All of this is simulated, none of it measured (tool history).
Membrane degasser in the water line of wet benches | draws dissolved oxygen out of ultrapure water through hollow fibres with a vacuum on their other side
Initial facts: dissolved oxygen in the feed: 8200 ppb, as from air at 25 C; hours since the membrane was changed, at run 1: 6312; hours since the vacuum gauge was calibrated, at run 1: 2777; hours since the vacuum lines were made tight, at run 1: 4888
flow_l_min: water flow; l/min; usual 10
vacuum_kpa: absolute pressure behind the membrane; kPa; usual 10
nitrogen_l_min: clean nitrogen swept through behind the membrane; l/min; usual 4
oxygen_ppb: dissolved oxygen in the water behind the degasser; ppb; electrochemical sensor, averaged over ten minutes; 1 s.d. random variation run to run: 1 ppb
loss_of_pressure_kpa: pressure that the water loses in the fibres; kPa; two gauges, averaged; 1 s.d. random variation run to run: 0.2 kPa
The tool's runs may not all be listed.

| run | day | flow_l_min | vacuum_kpa | nitrogen_l_min | hours since the membrane was changed | hours since the vacuum gauge was calibrated | hours since the vacuum lines were made tight | oxygen_ppb | loss_of_pressure_kpa |
|---|---|---|---|---|---|---|---|---|---|
| 1 | 0 | 10 | 10 | 4 | 6312 | 2777 | 4888 | 112.5 | 44.98 |
| 2 | 5.246 | 10 | 10 | 4 | 6438 | 2903 | 5014 | 113.3 | 44.56 |
| 3 | 9.092 | 10 | 10 | 4 | 6531 | 2995 | 5106 | 113.5 | 44.6 |
| 4 | 13.75 | 10 | 10 | 4 | 6642 | 3107 | 5218 | 112.5 | 44.61 |
|  | 15.217 | seals of the vacuum lines changed |
| 5 | 20.008 | 7 | 10 | 4 | 6791 | 3255 | 115 | 53.5 | 31.41 |
| 6 | 28.246 | 10 | 6.8 | 4 | 6988 | 3453 | 313 | 91.5 | 44.84 |
| 7 | 36.8 | 10 | 6.8 | 4.24 | 7194 | 3658 | 518 | 90.4 | 44.7 |
| 8 | 43.375 | 10 | 6.8 | 4.24 | 7351 | 3816 | 676 | 90.6 | 44.5 |
| 9 | 49.033 | 10 | 6.8 | 4.24 | 7487 | 3951 | 812 | 91.8 | 45 |
| 10 | 55.354 | 10 | 6.8 | 4.24 | 7639 | 4103 | 963 | 92.5 | 44.93 |
| 11 | 61.433 | 10 | 10 | 4 | 7785 | 4249 | 1109 | 114.7 | 44.8 |
| 12 | 67.775 | 10 | 10 | 4 | 7937 | 4401 | 1261 | 114.7 | 44.88 |
|  | 68.288 | vacuum gauge calibrated |
| 13 | 76.238 | 10 | 23.6 | 4 | 8140 | 191 | 1464 | 198.2 | 44.69 |
| 14 | 80.492 | 15 | 23.6 | 4 | 8242 | 293 | 1566 | 370.9 | 67.78 |
| 15 | 86.496 | 10 | 10 | 5.52 | 8386 | 437 | 1710 | 103.9 | 44.86 |
| 16 | 93.375 | 10 | 10 | 5.52 | 8551 | 602 | 1875 | 102.3 | 44.84 |
| 17 | 97.379 | 10 | 8.3 | 2.17 | 8647 | 698 | 1971 | 133.6 | 45.16 |
| 18 | 101.025 | 9 | 23.3 | 4 | 8734 | 786 | 2059 | 169.5 | 40.42 |
| 19 | 105.354 | 9 | 23.3 | 4 | 8838 | 890 | 2163 | 169.5 | 40.45 |
| 20 | 113.142 | 15 | 15.9 | 4.4 | 9025 | 1076 | 2350 | 298 | 67.99 |
|  | 115.754 | vacuum gauge calibrated, once more |
| 21 | 118.288 | 7 | 15.9 | 4.4 | 9148 | 61 | 2473 | 78.5 | 31.72 |
| 22 | 122.446 | 10 | 22.2 | 6.86 | 9248 | 161 | 2572 | 140.8 | 45.29 |
| 23 | 126.021 | 16 | 7.7 | 3.73 | 9334 | 246 | 2658 | 262.8 | 72.5 |
| 24 | 132.254 | 10 | 21.9 | 1.77 | 9483 | 396 | 2808 | 325.9 | 45.46 |
| 25 | 140.029 | 10 | 21.9 | 1.77 | 9670 | 583 | 2994 | 329.3 | 45.6 |
| 26 | 148.275 | 10 | 20.3 | 1.77 | 9868 | 780 | 3192 | 303.7 | 45.58 |
| 27 | 153.192 | 10 | 20.4 | 2.15 | 9986 | 898 | 3310 | 272.8 | 45.59 |
| 28 | 161.071 | 10 | 20.4 | 2.96 | 10175 | 1088 | 3500 | 218.6 | 45.61 |
| 29 | 168.662 | 9 | 13.9 | 1.64 | 10357 | 1270 | 3682 | 201.2 | 41.11 |
| 30 | 172.833 | 16 | 10 | 4 | 10457 | 1370 | 3782 | 289.4 | 73.71 |
| 31 | 177.575 | 16 | 10 | 4 | 10571 | 1484 | 3896 | 294.2 | 73.02 |

What if the next run were any one of these 5? Each begins from the tool's condition after run 31:
| A | 183.792 | 16 | 12.2 | 4 | 10720 | 1633 | 4045 | ? | ? |
| B | 183.792 | 6 | 7.7 | 4 | 10720 | 1633 | 4045 | ? | ? |
| C | 183.792 | 10 | 6.4 | 4 | 10720 | 1633 | 4045 | ? | ? |
| D | 183.792 | 10 | 10 | 11.32 | 10720 | 1633 | 4045 | ? | ? |
| E | 183.792 | 10 | 13.5 | 4 | 10720 | 1633 | 4045 | ? | ? |

| run | oxygen_ppb | loss_of_pressure_kpa |
|---|---|---|
| A | 311.9 | 73.39 |
| B | 34.4 | 27.13 |
| C | 96.3 | 45.88 |
| D | 93.3 | 45.92 |
| E | 140.1 | 45.9 |
The same runs, with their run-to-run variation unchanged, on a tool lacking any hidden condition would have given:
| run | oxygen_ppb | loss_of_pressure_kpa |
|---|---|---|
| A | 258.4 | 68.37 |
| B | 27.3 | 25.26 |
| C | 73.4 | 42.74 |
| D | 70.2 | 42.79 |
| E | 116 | 42.78 |
